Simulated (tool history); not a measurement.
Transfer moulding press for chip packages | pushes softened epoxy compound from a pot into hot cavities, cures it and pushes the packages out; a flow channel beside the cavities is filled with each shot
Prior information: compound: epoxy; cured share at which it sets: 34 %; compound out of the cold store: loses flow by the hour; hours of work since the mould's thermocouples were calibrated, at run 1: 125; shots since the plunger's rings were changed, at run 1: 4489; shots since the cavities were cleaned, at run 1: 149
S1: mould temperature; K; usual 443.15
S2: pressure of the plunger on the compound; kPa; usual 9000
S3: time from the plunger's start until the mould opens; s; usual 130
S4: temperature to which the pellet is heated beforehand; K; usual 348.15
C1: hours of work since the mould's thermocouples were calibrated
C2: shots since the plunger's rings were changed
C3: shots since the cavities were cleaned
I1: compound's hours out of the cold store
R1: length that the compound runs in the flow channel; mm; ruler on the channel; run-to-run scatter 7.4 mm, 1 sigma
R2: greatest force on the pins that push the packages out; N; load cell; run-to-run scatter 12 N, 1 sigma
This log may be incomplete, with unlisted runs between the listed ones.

run 1 day=0 | S1=443.15 S2=9000 S3=130 S4=348.15 | C1=125 C2=4489 C3=149 | I1=32.1 | R1=816 R2=742
run 2 day=0.221 | S1=443.15 S2=9000 S3=130 S4=348.15 | C1=128 C2=4526 C3=186 | I1=16.7 | R1=865 R2=799
run 3 day=0.492 | S1=443.15 S2=9000 S3=130 S4=348.15 | C1=131 C2=4573 C3=233 | I1=39.7 | R1=791 R2=789
run 4 day=0.817 | S1=443.15 S2=9000 S3=130 S4=348.15 | C1=135 C2=4628 C3=288 | I1=27.9 | R1=834 R2=843
-- day=1.033 plunger's sealing rings changed
run 5 day=1.146 | S1=443.15 S2=9000 S3=130 S4=348.15 | C1=138 C2=20 C3=327 | I1=35.1 | R1=881 R2=869
run 6 day=1.467 | S1=443.15 S2=9140 S3=130 S4=348.15 | C1=142 C2=75 C3=382 | I1=37.3 | R1=861 R2=909
run 7 day=1.879 | S1=443.15 S2=9140 S3=130 S4=348.15 | C1=147 C2=145 C3=452 | I1=20.8 | R1=939 R2=964
run 8 day=2.225 | S1=443.15 S2=9140 S3=130 S4=348.15 | C1=152 C2=204 C3=511 | I1=16.7 | R1=940 R2=996
run 9 day=2.542 | S1=443.15 S2=9140 S3=130 S4=348.15 | C1=156 C2=258 C3=565 | I1=21.3 | R1=927 R2=994
run 10 day=2.817 | S1=443.15 S2=9140 S3=132 S4=348.15 | C1=159 C2=305 C3=612 | I1=38.6 | R1=863 R2=1001
-- day=2.9 cavities cleaned with cleaning compound and waxed
run 11 day=3.342 | S1=449.15 S2=7900 S3=149 S4=355.15 | C1=165 C2=384 C3=76 | I1=16.2 | R1=852 R2=1075
run 12 day=3.738 | S1=449.15 S2=7900 S3=149 S4=355.15 | C1=170 C2=452 C3=144 | I1=15.3 | R1=871 R2=1048
run 13 day=4.075 | S1=439.15 S2=10120 S3=140 S4=342.15 | C1=174 C2=509 C3=201 | I1=18.8 | R1=1008 R2=1468
run 14 day=4.375 | S1=439.15 S2=9840 S3=126 S4=342.15 | C1=178 C2=561 C3=253 | I1=30.2 | R1=947 R2=1715
run 15 day=4.817 | S1=438.15 S2=9250 S3=155 S4=342.15 | C1=184 C2=636 C3=328 | I1=17.4 | R1=978 R2=1367

Alternative continuations, all from the tool just after run 15; predict every row:
run A day=5.125 | S1=438.15 S2=9930 S3=155 S4=342.15 | C1=188 C2=689 C3=381 | I1=19.2 | R1=? R2=?
run B day=5.125 | S1=440.15 S2=9250 S3=155 S4=342.15 | C1=188 C2=689 C3=381 | I1=47.5 | R1=? R2=?
run C day=5.125 | S1=449.15 S2=10940 S3=155 S4=344.15 | C1=188 C2=689 C3=381 | I1=34.5 | R1=? R2=?

run=A R1=996 R2=1328
run=B R1=841 R2=1217
run=C R1=929 R2=1074
With no hidden state in the tool, these same runs would have given:
run=A R1=1014 R2=583
run=B R1=856 R2=531
run=C R1=946 R2=466

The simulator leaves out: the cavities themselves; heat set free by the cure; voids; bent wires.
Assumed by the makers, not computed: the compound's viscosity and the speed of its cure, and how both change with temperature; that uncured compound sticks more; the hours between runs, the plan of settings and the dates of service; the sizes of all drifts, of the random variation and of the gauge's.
